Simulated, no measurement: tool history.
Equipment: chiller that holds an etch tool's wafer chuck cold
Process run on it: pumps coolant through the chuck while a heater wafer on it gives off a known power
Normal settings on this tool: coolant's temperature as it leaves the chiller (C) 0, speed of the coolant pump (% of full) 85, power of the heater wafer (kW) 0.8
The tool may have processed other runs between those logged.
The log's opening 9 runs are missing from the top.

| run | hour | coolant's temperature as it leaves the chiller (C) | speed of the coolant pump (% of full) | power of the heater wafer (kW) | chuck's temperature once it has settled (C) | how much warmer the coolant comes back (C) |
|---|---|---|---|---|---|---|
| 10 | 233.8 | 0 | 85 | 0.8 | 5.7 | 1.66 |
| 11 | 263.7 | -6 | 85 | 0.8 | -0.4 | 1.68 |
| 12 | 282.4 | 0 | 85 | 0.8 | 5.7 | 1.7 |
| 13 | 298.9 | 0 | 85 | 1.042 | 7.3 | 2.23 |
| 14 | 334.5 | 0 | 85 | 1.042 | 7.3 | 2.17 |
| 15 | 350.7 | 0 | 85 | 0.8 | 5.7 | 1.69 |
| 16 | 385.4 | 0 | 85 | 0.8 | 5.7 | 1.69 |
| 17 | 416.7 | -10 | 85 | 1.118 | -2.3 | 2.35 |
| 18 | 450.6 | -10 | 87 | 0.769 | -4.7 | 1.56 |
| 19 | 472.7 | 2 | 95 | 0.471 | 5.1 | 0.89 |
| 20 | 497.9 | 2 | 95 | 0.471 | 5.1 | 0.84 |
| 21 | 516.1 | 0 | 85 | 0.771 | 5.6 | 1.59 |
| 22 | 533.8 | 0 | 82 | 0.803 | 5.9 | 1.75 |
| 23 | 554 | 0 | 82 | 0.803 | 5.9 | 1.79 |
| 24 | 575.5 | 5 | 99 | 0.8 | 10 | 1.44 |
| 25 | 599.7 | 2 | 65 | 0.8 | 9.3 | 2.26 |
| 26 | 616 | 2 | 65 | 0.8 | 9.2 | 2.28 |
| 27 | 640.4 | 2 | 65 | 0.8 | 9.2 | 2.27 |
| 28 | 676.7 | 0 | 92 | 0.445 | 3.1 | 0.87 |
| 29 | 702 | 0 | 98 | 0.816 | 5.2 | 1.46 |
| 30 | 724.5 | -2 | 98 | 0.816 | 3.2 | 1.46 |
| 31 | 757.3 | -2 | 98 | 0.816 | 3.2 | 1.52 |
| 32 | 779.4 | -3 | 69 | 0.441 | 0.9 | 1.19 |

Below are 3 alternative next runs, each starting from the tool's condition after run 32. Predict each:
| A | 814.1 | -8 | 90 | 0.8 | ? | ? |
| B | 814.1 | -3 | 82 | 0.871 | ? | ? |
| C | 814.1 | -1 | 69 | 0.441 | ? | ? |

| run | chuck's temperature once it has settled (C) | how much warmer the coolant comes back (C) |
|---|---|---|
| A | -2.6 | 1.6 |
| B | 3.4 | 1.96 |
| C | 2.9 | 1.18 |
What these runs would have given with no unlogged condition in the tool:
| run | chuck's temperature once it has settled (C) | how much warmer the coolant comes back (C) |
|---|---|---|
| A | -3.1 | 1.53 |
| B | 2.8 | 1.87 |
| C | 2.5 | 1.13 |
